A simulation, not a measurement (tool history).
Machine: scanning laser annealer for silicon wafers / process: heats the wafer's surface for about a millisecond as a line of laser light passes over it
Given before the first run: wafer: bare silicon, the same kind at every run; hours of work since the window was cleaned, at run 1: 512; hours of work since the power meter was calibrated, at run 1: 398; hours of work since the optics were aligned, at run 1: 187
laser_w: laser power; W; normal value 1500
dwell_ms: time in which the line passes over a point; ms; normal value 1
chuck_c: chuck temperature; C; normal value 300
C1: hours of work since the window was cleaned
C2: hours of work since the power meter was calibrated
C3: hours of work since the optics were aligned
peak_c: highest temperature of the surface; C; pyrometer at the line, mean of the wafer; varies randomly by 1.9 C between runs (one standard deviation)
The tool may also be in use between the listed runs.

{"run": 1, "hour": 0.0, "laser_w": 1500, "dwell_ms": 1, "chuck_c": 300, "C1": 512, "C2": 398, "C3": 187, "peak_c": 1135}
{"run": 2, "hour": 21.6, "laser_w": 1500, "dwell_ms": 1, "chuck_c": 300, "C1": 523, "C2": 409, "C3": 197, "peak_c": 1137}
{"run": 3, "hour": 47.0, "laser_w": 1500, "dwell_ms": 1, "chuck_c": 300, "C1": 535, "C2": 421, "C3": 209, "peak_c": 1137}
{"run": 4, "hour": 63.6, "laser_w": 1500, "dwell_ms": 1, "chuck_c": 300, "C1": 543, "C2": 429, "C3": 217, "peak_c": 1133}
{"run": 5, "hour": 86.9, "laser_w": 1500, "dwell_ms": 1, "chuck_c": 300, "C1": 554, "C2": 440, "C3": 229, "peak_c": 1132}
{"run": 6, "hour": 103.6, "laser_w": 1500, "dwell_ms": 1, "chuck_c": 300, "C1": 563, "C2": 448, "C3": 237, "peak_c": 1135}
{"run": 7, "hour": 122.3, "laser_w": 1355, "dwell_ms": 1, "chuck_c": 300, "C1": 572, "C2": 457, "C3": 246, "peak_c": 1036}
{"run": 8, "hour": 150.8, "laser_w": 1355, "dwell_ms": 1, "chuck_c": 300, "C1": 585, "C2": 471, "C3": 260, "peak_c": 1036}
{"run": 9, "hour": 170.7, "laser_w": 1500, "dwell_ms": 1, "chuck_c": 300, "C1": 595, "C2": 481, "C3": 269, "peak_c": 1131}
{"run": 10, "hour": 199.0, "laser_w": 1500, "dwell_ms": 1, "chuck_c": 309, "C1": 609, "C2": 495, "C3": 283, "peak_c": 1143}
{"run": 11, "hour": 227.1, "laser_w": 1500, "dwell_ms": 1, "chuck_c": 309, "C1": 622, "C2": 508, "C3": 297, "peak_c": 1146}
{"run": 12, "hour": 245.4, "laser_w": 1500, "dwell_ms": 0.72, "chuck_c": 309, "C1": 631, "C2": 517, "C3": 306, "peak_c": 1000}
{"run": 13, "hour": 272.9, "laser_w": 1500, "dwell_ms": 0.72, "chuck_c": 309, "C1": 645, "C2": 530, "C3": 319, "peak_c": 997}
{"run": 14, "hour": 291.1, "laser_w": 1500, "dwell_ms": 0.72, "chuck_c": 300, "C1": 654, "C2": 539, "C3": 328, "peak_c": 992}
{"run": 15, "hour": 322.0, "laser_w": 1500, "dwell_ms": 0.72, "chuck_c": 315, "C1": 668, "C2": 554, "C3": 343, "peak_c": 1006}
{"run": 16, "hour": 336.0, "laser_w": 1500, "dwell_ms": 0.72, "chuck_c": 315, "C1": 675, "C2": 561, "C3": 350, "peak_c": 1004}
{"run": 17, "hour": 356.1, "laser_w": 1500, "dwell_ms": 0.92, "chuck_c": 335, "C1": 685, "C2": 571, "C3": 359, "peak_c": 1128}
{"run": 18, "hour": 372.4, "laser_w": 1584, "dwell_ms": 1.13, "chuck_c": 333, "C1": 693, "C2": 579, "C3": 367, "peak_c": 1294}
{"run": 19, "hour": 400.0, "laser_w": 1363, "dwell_ms": 0.75, "chuck_c": 333, "C1": 706, "C2": 592, "C3": 381, "peak_c": 958}
{"run": 20, "hour": 431.3, "laser_w": 1538, "dwell_ms": 0.75, "chuck_c": 333, "C1": 722, "C2": 607, "C3": 396, "peak_c": 1061}
{"run": 21, "hour": 446.1, "laser_w": 1538, "dwell_ms": 0.75, "chuck_c": 309, "C1": 729, "C2": 615, "C3": 403, "peak_c": 1036}
{"run": 22, "hour": 466.1, "laser_w": 1369, "dwell_ms": 0.75, "chuck_c": 284, "C1": 738, "C2": 624, "C3": 413, "peak_c": 915}
{"hour": 475.5, "done": "window over the wafer cleaned"}
{"run": 23, "hour": 483.3, "laser_w": 1369, "dwell_ms": 0.75, "chuck_c": 275, "C1": 4, "C2": 632, "C3": 420, "peak_c": 904}
{"run": 24, "hour": 509.9, "laser_w": 1489, "dwell_ms": 0.88, "chuck_c": 323, "C1": 17, "C2": 644, "C3": 433, "peak_c": 1088}
{"run": 25, "hour": 536.8, "laser_w": 1489, "dwell_ms": 0.88, "chuck_c": 323, "C1": 30, "C2": 658, "C3": 446, "peak_c": 1090}
{"run": 26, "hour": 570.6, "laser_w": 1352, "dwell_ms": 0.95, "chuck_c": 332, "C1": 46, "C2": 674, "C3": 462, "peak_c": 1043}
{"run": 27, "hour": 589.0, "laser_w": 1480, "dwell_ms": 1, "chuck_c": 304, "C1": 55, "C2": 683, "C3": 471, "peak_c": 1127}
{"run": 28, "hour": 623.4, "laser_w": 1480, "dwell_ms": 1, "chuck_c": 304, "C1": 72, "C2": 700, "C3": 488, "peak_c": 1126}
{"run": 29, "hour": 656.2, "laser_w": 1529, "dwell_ms": 0.75, "chuck_c": 330, "C1": 88, "C2": 715, "C3": 504, "peak_c": 1054}

5 ways to go on from here, each from the tool as it stands after run 29. What would each give?
{"run": "A", "hour": 676.0, "laser_w": 1390, "dwell_ms": 0.75, "chuck_c": 303, "C1": 97, "C2": 725, "C3": 514, "peak_c": "?"}
{"run": "B", "hour": 676.0, "laser_w": 1529, "dwell_ms": 1.04, "chuck_c": 314, "C1": 97, "C2": 725, "C3": 514, "peak_c": "?"}
{"run": "C", "hour": 676.0, "laser_w": 1329, "dwell_ms": 0.84, "chuck_c": 333, "C1": 97, "C2": 725, "C3": 514, "peak_c": "?"}
{"run": "D", "hour": 676.0, "laser_w": 1314, "dwell_ms": 0.89, "chuck_c": 308, "C1": 97, "C2": 725, "C3": 514, "peak_c": "?"}
{"run": "E", "hour": 676.0, "laser_w": 1396, "dwell_ms": 1, "chuck_c": 273, "C1": 97, "C2": 725, "C3": 514, "peak_c": "?"}

run=A peak_c=948
run=B peak_c=1186
run=C peak_c=982
run=D peak_c=969
run=E peak_c=1039
The same runs, with their run-to-run variation unchanged, on a tool lacking any hidden condition would have given:
run=A peak_c=948
run=B peak_c=1187
run=C peak_c=982
run=D peak_c=969
run=E peak_c=1039

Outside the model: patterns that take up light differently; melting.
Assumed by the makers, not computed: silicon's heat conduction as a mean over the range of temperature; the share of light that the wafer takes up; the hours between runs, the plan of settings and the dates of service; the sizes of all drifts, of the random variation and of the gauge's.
